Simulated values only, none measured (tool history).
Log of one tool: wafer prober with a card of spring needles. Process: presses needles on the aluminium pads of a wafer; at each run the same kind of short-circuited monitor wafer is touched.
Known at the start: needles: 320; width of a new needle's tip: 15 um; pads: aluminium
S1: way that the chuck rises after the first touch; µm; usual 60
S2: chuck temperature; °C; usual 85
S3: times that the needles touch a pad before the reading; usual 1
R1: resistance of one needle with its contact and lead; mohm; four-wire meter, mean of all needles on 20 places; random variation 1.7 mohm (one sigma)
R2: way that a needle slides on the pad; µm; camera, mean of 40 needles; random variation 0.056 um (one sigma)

{"run": 1, "hour": 0.0, "S1": 60, "S2": 85, "S3": 1, "R1": 238, "R2": 10.3}
{"run": 2, "hour": 21.1, "S1": 60, "S2": 85, "S3": 1, "R1": 212, "R2": 10.24}
{"run": 3, "hour": 51.5, "S1": 60, "S2": 85, "S3": 1, "R1": 234, "R2": 10.19}
{"run": 4, "hour": 71.4, "S1": 60, "S2": 85, "S3": 1, "R1": 177, "R2": 10.11}
{"run": 5, "hour": 94.7, "S1": 60, "S2": 85, "S3": 1, "R1": 247, "R2": 10.24}
{"run": 6, "hour": 131.3, "S1": 60, "S2": 85, "S3": 1, "R1": 211, "R2": 9.96}
{"run": 7, "hour": 157.8, "S1": 60, "S2": 85, "S3": 1, "R1": 213, "R2": 9.86}
{"run": 8, "hour": 179.9, "S1": 60, "S2": 85, "S3": 1, "R1": 179, "R2": 9.77}
{"run": 9, "hour": 203.6, "S1": 60, "S2": 85, "S3": 1, "R1": 252, "R2": 9.87}
{"run": 10, "hour": 223.4, "S1": 60, "S2": 85, "S3": 1, "R1": 183, "R2": 9.79}
{"run": 11, "hour": 259.8, "S1": 60, "S2": 85, "S3": 1, "R1": 242, "R2": 9.82}
{"run": 12, "hour": 293.7, "S1": 46, "S2": 85, "S3": 1, "R1": 300, "R2": 7.96}
{"run": 13, "hour": 321.5, "S1": 46, "S2": 85, "S3": 1, "R1": 304, "R2": 7.92}
{"run": 14, "hour": 359.1, "S1": 46, "S2": 85, "S3": 1, "R1": 271, "R2": 7.96}
{"run": 15, "hour": 391.2, "S1": 46, "S2": 85, "S3": 1, "R1": 298, "R2": 7.91}
{"run": 16, "hour": 423.8, "S1": 60, "S2": 37, "S3": 1, "R1": 194, "R2": 10.22}
{"run": 17, "hour": 457.5, "S1": 54, "S2": 115, "S3": 3, "R1": 208, "R2": 9.15}
{"run": 18, "hour": 475.3, "S1": 54, "S2": 115, "S3": 3, "R1": 214, "R2": 9.23}
{"run": 19, "hour": 506.7, "S1": 54, "S2": 115, "S3": 3, "R1": 183, "R2": 9.15}
{"run": 20, "hour": 542.9, "S1": 54, "S2": 115, "S3": 3, "R1": 207, "R2": 9.15}
{"run": 21, "hour": 563.9, "S1": 54, "S2": 115, "S3": 3, "R1": 188, "R2": 9.13}
{"run": 22, "hour": 579.9, "S1": 64, "S2": 121, "S3": 3, "R1": 193, "R2": 10.77}
{"run": 23, "hour": 608.3, "S1": 70, "S2": 47, "S3": 3, "R1": 173, "R2": 12.25}
{"run": 24, "hour": 629.8, "S1": 59, "S2": 47, "S3": 3, "R1": 199, "R2": 10.33}
{"run": 25, "hour": 658.9, "S1": 73, "S2": 67, "S3": 2, "R1": 199, "R2": 12.71}

Not shown: 50 entries that the log had between the listed runs. Between which runs, and how does the tool's hidden state differ before and after?
Between runs 1 and 2: tips cleaned on abrasive film (hour 4.0); tips cleaned on abrasive film (hour 17.3)
  debris on the tips, nm: 72.4 -> 42.4; way that the needles fall short of the set height, um: 1.4 -> 1.58; tips' diameter, um: 16.9 -> 16.96
  measured less the result without the state, R1: +71 -> +43 mohm; R2: -0.25 -> -0.27 µm
Between runs 2 and 3: tips cleaned on abrasive film (hour 30.1); tips cleaned on abrasive film (hour 44.2)
  debris on the tips, nm: 42.4 -> 64.2; way that the needles fall short of the set height, um: 1.58 -> 1.78; tips' diameter, um: 16.96 -> 17.03
  measured less the result without the state, R1: +43 -> +65 mohm; R2: -0.27 -> -0.31 µm
Between runs 3 and 4: tips cleaned on abrasive film (hour 58.0); tips cleaned on abrasive film (hour 71.4)
  debris on the tips, nm: 64.2 -> 5.5; way that the needles fall short of the set height, um: 1.78 -> 1.94; tips' diameter, um: 17.03 -> 17.09
  measured less the result without the state, R1: +65 -> +8 mohm; R2: -0.31 -> -0.34 µm
Between runs 4 and 5: tips cleaned on abrasive film (hour 84.9)
  debris on the tips, nm: 5.5 -> 74; way that the needles fall short of the set height, um: 1.94 -> 2.05; tips' diameter, um: 17.09 -> 17.13
  measured less the result without the state, R1: +8 -> +76 mohm; R2: -0.34 -> -0.36 µm
Between runs 5 and 6: height of the first contact set anew (hour 97.1); tips cleaned on abrasive film (hour 100.3); tips cleaned on abrasive film (hour 114.9); tips cleaned on abrasive film (hour 128.0)
  debris on the tips, nm: 74 -> 38.3; way that the needles fall short of the set height, um: 2.05 -> 3.41; tips' diameter, um: 17.13 -> 17.22
  measured less the result without the state, R1: +76 -> +43 mohm; R2: -0.36 -> -0.60 µm
Between runs 6 and 7: tips cleaned on abrasive film (hour 140.8); tips cleaned on abrasive film (hour 154.2)
  debris on the tips, nm: 38.3 -> 41; way that the needles fall short of the set height, um: 3.41 -> 3.58; tips' diameter, um: 17.22 -> 17.28
  measured less the result without the state, R1: +43 -> +46 mohm; R2: -0.60 -> -0.63 µm
Between runs 7 and 8: tips cleaned on abrasive film (hour 167.1); tips cleaned on abrasive film (hour 179.9)
  debris on the tips, nm: 41 -> 5.7; way that the needles fall short of the set height, um: 3.58 -> 3.75; tips' diameter, um: 17.28 -> 17.33
  measured less the result without the state, R1: +46 -> +10 mohm; R2: -0.63 -> -0.65 µm
Between runs 8 and 9: tips cleaned on abrasive film (hour 195.3)
  debris on the tips, nm: 5.7 -> 71.1; way that the needles fall short of the set height, um: 3.75 -> 3.82; tips' diameter, um: 17.33 -> 17.36
  measured less the result without the state, R1: +10 -> +81 mohm; R2: -0.65 -> -0.67 µm
Between runs 9 and 10: tips cleaned on abrasive film (hour 208.5); tips cleaned on abrasive film (hour 223.2)
  debris on the tips, nm: 71.1 -> 12.5; way that the needles fall short of the set height, um: 3.82 -> 4; tips' diameter, um: 17.36 -> 17.42
  measured less the result without the state, R1: +81 -> +17 mohm; R2: -0.67 -> -0.70 µm
Between runs 10 and 11: tips cleaned on abrasive film (hour 238.7); tips cleaned on abrasive film (hour 251.8)
  debris on the tips, nm: 12.5 -> 65.4; way that the needles fall short of the set height, um: 4 -> 4.17; tips' diameter, um: 17.42 -> 17.48
  measured less the result without the state, R1: +17 -> +75 mohm; R2: -0.70 -> -0.73 µm
Between runs 11 and 12: tips cleaned on abrasive film (hour 266.8); height of the first contact set anew, once more (hour 279.0); tips cleaned on abrasive film (hour 282.2)
  debris on the tips, nm: 65.4 -> 76.3; way that the needles fall short of the set height, um: 4.17 -> 0.09; tips' diameter, um: 17.48 -> 17.55
  measured less the result without the state, R1: +75 -> +123 mohm; R2: -0.73 -> -0.02 µm
Between runs 12 and 13: tips cleaned on abrasive film (hour 296.3); tips cleaned on abrasive film (hour 309.7)
  debris on the tips, nm: 76.3 -> 78.8; way that the needles fall short of the set height, um: 0.09 -> 0.28; tips' diameter, um: 17.55 -> 17.62
  measured less the result without the state, R1: +123 -> +129 mohm; R2: -0.02 -> -0.05 µm
Between runs 13 and 14: tips cleaned on abrasive film (hour 324.0); tips cleaned on abrasive film (hour 338.5); tips cleaned on abrasive film (hour 351.8)
  debris on the tips, nm: 78.8 -> 59.2; way that the needles fall short of the set height, um: 0.28 -> 0.55; tips' diameter, um: 17.62 -> 17.72
  measured less the result without the state, R1: +129 -> +98 mohm; R2: -0.05 -> -0.10 µm
Between runs 14 and 15: tips cleaned on abrasive film (hour 366.4); tips cleaned on abrasive film (hour 379.8)
  debris on the tips, nm: 59.2 -> 76.7; way that the needles fall short of the set height, um: 0.55 -> 0.77; tips' diameter, um: 17.72 -> 17.79
  measured less the result without the state, R1: +98 -> +127 mohm; R2: -0.10 -> -0.14 µm
Between runs 15 and 16: tips cleaned on abrasive film (hour 394.0); tips cleaned on abrasive film (hour 407.5); tips cleaned on abrasive film (hour 421.3)
  debris on the tips, nm: 76.7 -> 27.7; way that the needles fall short of the set height, um: 0.77 -> 1.04; tips' diameter, um: 17.79 -> 17.89
  measured less the result without the state, R1: +127 -> +34 mohm; R2: -0.14 -> -0.18 µm
Between runs 16 and 17: tips cleaned on abrasive film (hour 435.4); tips cleaned on abrasive film (hour 449.6)
  debris on the tips, nm: 27.7 -> 66.4; way that the needles fall short of the set height, um: 1.04 -> 1.19; tips' diameter, um: 17.89 -> 17.94
  measured less the result without the state, R1: +34 -> +32 mohm; R2: -0.18 -> -0.21 µm
Between runs 17 and 18: tips cleaned on abrasive film (hour 463.4)
  debris on the tips, nm: 66.4 -> 76.9; way that the needles fall short of the set height, um: 1.19 -> 1.29; tips' diameter, um: 17.94 -> 17.97
  measured less the result without the state, R1: +32 -> +37 mohm; R2: -0.21 -> -0.23 µm
Between runs 18 and 19: tips cleaned on abrasive film (hour 478.0); tips cleaned on abrasive film (hour 492.6); tips cleaned on abrasive film (hour 506.7)
  debris on the tips, nm: 76.9 -> 6.6; way that the needles fall short of the set height, um: 1.29 -> 1.57; tips' diameter, um: 17.97 -> 18.07
  measured less the result without the state, R1: +37 -> +7 mohm; R2: -0.23 -> -0.27 µm
Between runs 19 and 20: tips cleaned on abrasive film (hour 522.2); tips cleaned on abrasive film (hour 536.0)
  debris on the tips, nm: 6.6 -> 57.2; way that the needles fall short of the set height, um: 1.57 -> 1.78; tips' diameter, um: 18.07 -> 18.15
  measured less the result without the state, R1: +7 -> +30 mohm; R2: -0.27 -> -0.31 µm
Between runs 20 and 21: tips cleaned on abrasive film (hour 550.1); tips cleaned on abrasive film (hour 562.8)
  debris on the tips, nm: 57.2 -> 19.8; way that the needles fall short of the set height, um: 1.78 -> 2.02; tips' diameter, um: 18.15 -> 18.23
  measured less the result without the state, R1: +30 -> +14 mohm; R2: -0.31 -> -0.35 µm
Between runs 21 and 22: tips cleaned on abrasive film (hour 575.8)
  debris on the tips, nm: 19.8 -> 46.2; way that the needles fall short of the set height, um: 2.02 -> 2.13; tips' diameter, um: 18.23 -> 18.27
  measured less the result without the state, R1: +14 -> +19 mohm; R2: -0.35 -> -0.37 µm
Between runs 22 and 23: tips cleaned on abrasive film (hour 589.6); tips cleaned on abrasive film (hour 604.0); height of the first contact set anew (hour 604.3)
  debris on the tips, nm: 46.2 -> 42.6; way that the needles fall short of the set height, um: 2.13 -> 0; tips' diameter, um: 18.27 -> 18.32
  measured less the result without the state, R1: +19 -> +15 mohm; R2: -0.37 -> +0.00 µm
Between runs 23 and 24: tips cleaned on abrasive film (hour 618.3)
  debris on the tips, nm: 42.6 -> 77; way that the needles fall short of the set height, um: 0 -> 0.07; tips' diameter, um: 18.32 -> 18.35
  measured less the result without the state, R1: +15 -> +34 mohm; R2: +0.00 -> -0.01 µm
Between runs 24 and 25: tips cleaned on abrasive film (hour 633.0); tips cleaned on abrasive film (hour 647.1)
  debris on the tips, nm: 77 -> 75.6; way that the needles fall short of the set height, um: 0.07 -> 0.24; tips' diameter, um: 18.35 -> 18.41
  measured less the result without the state, R1: +34 -> +37 mohm; R2: -0.01 -> -0.05 µm

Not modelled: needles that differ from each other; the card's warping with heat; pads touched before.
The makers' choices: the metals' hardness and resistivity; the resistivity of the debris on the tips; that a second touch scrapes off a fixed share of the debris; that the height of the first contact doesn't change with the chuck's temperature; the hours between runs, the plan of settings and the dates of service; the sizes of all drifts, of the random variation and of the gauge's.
